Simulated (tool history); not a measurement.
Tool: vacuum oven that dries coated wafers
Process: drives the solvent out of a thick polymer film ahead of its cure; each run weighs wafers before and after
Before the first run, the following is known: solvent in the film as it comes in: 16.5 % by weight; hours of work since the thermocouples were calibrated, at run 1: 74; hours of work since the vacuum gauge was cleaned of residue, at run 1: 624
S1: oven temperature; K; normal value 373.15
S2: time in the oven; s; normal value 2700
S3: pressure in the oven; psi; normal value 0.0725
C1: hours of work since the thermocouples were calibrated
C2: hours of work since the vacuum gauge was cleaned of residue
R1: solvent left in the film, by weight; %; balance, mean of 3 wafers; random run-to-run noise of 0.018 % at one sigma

| run | day | S1 | S2 | S3 | C1 | C2 | R1 |
|---|---|---|---|---|---|---|---|
| 1 | 0 | 373.15 | 2700 | 0.0725 | 74 | 624 | 0.84 |
| 2 | 1.133 | 373.15 | 2700 | 0.0725 | 89 | 640 | 0.84 |
| 3 | 2.038 | 367.15 | 2700 | 0.0725 | 102 | 652 | 1.69 |
| 4 | 3.575 | 367.15 | 2700 | 0.0725 | 123 | 674 | 1.65 |
| 5 | 4.883 | 362.15 | 2700 | 0.0725 | 141 | 692 | 2.64 |
| 6 | 6.075 | 362.15 | 2700 | 0.0696 | 157 | 708 | 2.62 |
| 7 | 7.371 | 362.15 | 2700 | 0.0696 | 175 | 726 | 2.62 |
| 8 | 8.762 | 362.15 | 2700 | 0.0696 | 194 | 745 | 2.6 |
| 9 | 9.812 | 373.15 | 2700 | 0.0683 | 209 | 760 | 0.84 |
| 10 | 11.354 | 373.15 | 2700 | 0.0683 | 230 | 781 | 0.84 |
| 11 | 12.867 | 373.15 | 2700 | 0.0683 | 251 | 802 | 0.85 |
| 12 | 13.867 | 373.15 | 2700 | 0.0683 | 265 | 815 | 0.82 |
| 13 | 15.483 | 373.15 | 2700 | 0.0725 | 287 | 838 | 0.87 |
| 14 | 16.162 | 373.15 | 2700 | 0.0725 | 296 | 847 | 0.88 |
| 15 | 16.933 | 358.15 | 2160 | 0.1798 | 307 | 858 | 4.86 |
| 16 | 18.075 | 369.15 | 2040 | 0.1429 | 323 | 873 | 2.51 |
| 17 | 19.342 | 369.15 | 2040 | 0.1429 | 340 | 891 | 2.45 |
| 18 | 20.742 | 369.15 | 2040 | 0.1429 | 359 | 910 | 2.5 |
| 19 | 21.5 | 369.15 | 2040 | 0.1429 | 370 | 920 | 2.46 |
| 20 | 22.904 | 369.15 | 2040 | 0.1429 | 389 | 940 | 2.45 |
| 21 | 24.133 | 359.15 | 2040 | 0.2751 | 406 | 957 | 5.09 |
| 22 | 25.3 | 365.15 | 3960 | 0.0725 | 422 | 973 | 0.94 |
| 23 | 26.812 | 379.15 | 3660 | 0.0725 | 443 | 994 | 0.17 |
| 24 | 27.779 | 373.15 | 3660 | 0.0725 | 456 | 1007 | 0.39 |
| 25 | 28.638 | 374.15 | 2400 | 0.0725 | 468 | 1019 | 1.08 |
| 26 | 29.871 | 374.15 | 1620 | 0.0725 | 485 | 1036 | 2.36 |
| 27 | 30.938 | 374.15 | 1620 | 0.0725 | 500 | 1050 | 2.33 |

Here are 4 independent what-if runs from the current tool condition. What would each one return?
| A | 32.021 | 373.15 | 4440 | 0.1965 | 515 | 1065 | ? |
| B | 32.021 | 382.15 | 3000 | 0.0725 | 515 | 1065 | ? |
| C | 32.021 | 374.15 | 4560 | 0.0725 | 515 | 1065 | ? |
| D | 32.021 | 375.15 | 1620 | 0.1719 | 515 | 1065 | ? |

| run | R1 |
|---|---|
| A | 0.42 |
| B | 0.21 |
| C | 0.21 |
| D | 2.29 |
Without the tool's unlogged condition, the same runs would have read:
| run | R1 |
|---|---|
| A | 0.37 |
| B | 0.17 |
| C | 0.17 |
| D | 2.14 |

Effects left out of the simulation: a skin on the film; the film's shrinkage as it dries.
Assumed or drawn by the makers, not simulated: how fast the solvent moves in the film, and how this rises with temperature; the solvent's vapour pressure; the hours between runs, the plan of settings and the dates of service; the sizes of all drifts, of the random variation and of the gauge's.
